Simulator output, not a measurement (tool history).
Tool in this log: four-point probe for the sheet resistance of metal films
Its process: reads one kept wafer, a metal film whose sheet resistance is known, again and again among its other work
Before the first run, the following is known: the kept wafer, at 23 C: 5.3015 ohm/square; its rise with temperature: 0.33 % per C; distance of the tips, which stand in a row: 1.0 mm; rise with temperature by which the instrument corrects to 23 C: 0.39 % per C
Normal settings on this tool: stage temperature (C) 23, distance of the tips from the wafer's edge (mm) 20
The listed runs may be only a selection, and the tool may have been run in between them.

| run | day | stage temperature (C) | distance of the tips from the wafer's edge (mm) | sheet resistance as the instrument gives it (ohm/square) |
|---|---|---|---|---|
| 1 | 0 | 23 | 20 | 5.309084 |
| 2 | 1.046 | 23 | 25 | 5.307812 |
| 3 | 1.983 | 22 | 20 | 5.310059 |
| 4 | 2.471 | 23 | 20 | 5.308922 |
| 5 | 3.354 | 23 | 20 | 5.309231 |
| 6 | 3.833 | 23 | 20 | 5.310349 |
| 7 | 4.296 | 23 | 20 | 5.309431 |
| 8 | 4.933 | 23 | 14 | 5.316619 |
| 9 | 5.812 | 23 | 20 | 5.310607 |
| 10 | 6.9 | 24 | 20 | 5.305838 |
| 11 | 7.421 | 24 | 20 | 5.3065 |
| 12 | 8.529 | 24 | 20 | 5.307415 |
| 13 | 9.408 | 23 | 4 | 5.474339 |
| 14 | 10.542 | 23 | 20 | 5.309365 |
| 15 | 11.654 | 23 | 20 | 5.308355 |
| 16 | 12.225 | 23 | 12 | 5.321795 |
| 17 | 12.75 | 23 | 12 | 5.321036 |
| 18 | 13.358 | 23 | 12 | 5.321429 |
| 19 | 14.458 | 23 | 12 | 5.321431 |
| 20 | 15.521 | 23 | 25 | 5.30745 |
| 21 | 16.429 | 24 | 20 | 5.309357 |
| 22 | 17.033 | 23 | 20 | 5.31043 |
| 23 | 17.654 | 23 | 20 | 5.309252 |
| 24 | 18.379 | 19 | 30 | 5.318075 |
| 25 | 19.2 | 19 | 30 | 5.317183 |
| 26 | 19.704 | 19 | 30 | 5.318359 |
| 27 | 20.417 | 20 | 30 | 5.315001 |
| 28 | 20.875 | 22 | 20 | 5.312598 |
| 29 | 21.4 | 23 | 17 | 5.312715 |
| 30 | 22.333 | 29 | 27 | 5.289304 |
| 31 | 23.067 | 30 | 9 | 5.31607 |
| 32 | 23.988 | 29 | 36 | 5.286034 |
| 33 | 25.071 | 26 | 4 | 5.462945 |
| 34 | 25.679 | 26 | 4 | 5.464548 |
| 35 | 26.725 | 26 | 4 | 5.465447 |
| 36 | 27.433 | 23 | 8 | 5.347355 |
| 37 | 28.358 | 25 | 8 | 5.341365 |
| 38 | 29.35 | 32 | 5 | 5.385939 |
| 39 | 30.4 | 32 | 5 | 5.387096 |
| 40 | 30.983 | 26 | 41 | 5.294639 |
| 41 | 31.896 | 26 | 41 | 5.29569 |
| 42 | 32.604 | 26 | 41 | 5.295326 |
| 43 | 33.554 | 26 | 17 | 5.302636 |
| 44 | 34.571 | 34 | 17 | 5.279399 |
| 45 | 35.538 | 28 | 20 | 5.294907 |
| 46 | 36.017 | 28 | 20 | 5.294028 |

Consider 3 possible next runs. They are alternatives, not a sequence: every one starts from the tool as it was left by run 46. What does each give?
| A | 36.542 | 33 | 20 | ? |
| B | 36.542 | 33 | 20 | ? |
| C | 36.542 | 28 | 41 | ? |

| run | sheet resistance as the instrument gives it (ohm/square) |
|---|---|
| A | 5.279521 |
| B | 5.278442 |
| C | 5.289621 |
Stripped of hidden state, with their random variation kept, the same runs would have yielded:
| run | sheet resistance as the instrument gives it (ohm/square) |
|---|---|
| A | 5.278771 |
| B | 5.277692 |
| C | 5.28887 |

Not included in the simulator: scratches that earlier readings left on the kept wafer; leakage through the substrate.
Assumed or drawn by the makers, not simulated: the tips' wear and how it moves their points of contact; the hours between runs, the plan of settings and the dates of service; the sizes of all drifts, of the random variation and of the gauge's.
